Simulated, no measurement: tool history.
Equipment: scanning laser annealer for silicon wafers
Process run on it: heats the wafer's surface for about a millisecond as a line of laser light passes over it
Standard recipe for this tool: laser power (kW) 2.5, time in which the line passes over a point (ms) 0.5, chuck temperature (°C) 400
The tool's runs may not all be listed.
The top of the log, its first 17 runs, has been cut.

| run | hour | laser power (kW) | time in which the line passes over a point (ms) | chuck temperature (°C) | highest temperature of the surface (°C) |
|---|---|---|---|---|---|
|  | 974.6 | window over the wafer cleaned |
| 18 | 985.1 | 2.467 | 0.5 | 400 | 1183 |
| 19 | 1045.3 | 2.5 | 0.5 | 400 | 1187 |
| 20 | 1127.3 | 2.5 | 0.5 | 400 | 1177 |
| 21 | 1188.4 | 2.5 | 0.5 | 400 | 1174 |
| 22 | 1269.8 | 2.693 | 0.402 | 390 | 1152 |
| 23 | 1328.7 | 2.631 | 0.5 | 382 | 1194 |
|  | 1345.8 | optics aligned, line set to its width |
| 24 | 1382.8 | 2.289 | 0.501 | 400 | 1105 |
| 25 | 1419.7 | 2.5 | 0.603 | 365 | 1211 |
| 26 | 1461.9 | 2.5 | 0.603 | 365 | 1209 |
| 27 | 1543.7 | 2.5 | 0.524 | 400 | 1186 |
| 28 | 1611.2 | 2.571 | 0.5 | 370 | 1159 |
|  | 1627.1 | window over the wafer cleaned |
| 29 | 1682.6 | 2.571 | 0.5 | 370 | 1195 |
| 30 | 1740 | 2.571 | 0.5 | 370 | 1188 |
| 31 | 1815.3 | 2.377 | 0.396 | 415 | 1085 |
| 32 | 1881.2 | 2.377 | 0.396 | 400 | 1061 |
| 33 | 1935.9 | 2.511 | 0.542 | 400 | 1205 |
| 34 | 1969.4 | 2.195 | 0.495 | 400 | 1056 |
| 35 | 2040.9 | 2.13 | 0.523 | 400 | 1039 |
| 36 | 2103.2 | 2.13 | 0.523 | 400 | 1037 |
| 37 | 2157.2 | 2.337 | 0.419 | 391 | 1033 |
| 38 | 2193.2 | 2.742 | 0.409 | 390 | 1159 |
| 39 | 2257.7 | 2.742 | 0.409 | 390 | 1155 |
|  | 2276.2 | window over the wafer cleaned |
| 40 | 2299.7 | 2.677 | 0.52 | 363 | 1231 |
| 41 | 2372.2 | 2.677 | 0.52 | 363 | 1219 |

Branching from run 41: 3 alternative next runs. What would each branch give?
| A | 2430.3 | 2.539 | 0.5 | 387 | ? |
| B | 2430.3 | 2.5 | 0.565 | 367 | ? |
| C | 2430.3 | 2.157 | 0.52 | 398 | ? |

| run | highest temperature of the surface (°C) |
|---|---|
| A | 1178 |
| B | 1183 |
| C | 1058 |
Stripped of hidden state, with their random variation kept, the same runs would have yielded:
| run | highest temperature of the surface (°C) |
|---|---|
| A | 1228 |
| B | 1235 |
| C | 1101 |

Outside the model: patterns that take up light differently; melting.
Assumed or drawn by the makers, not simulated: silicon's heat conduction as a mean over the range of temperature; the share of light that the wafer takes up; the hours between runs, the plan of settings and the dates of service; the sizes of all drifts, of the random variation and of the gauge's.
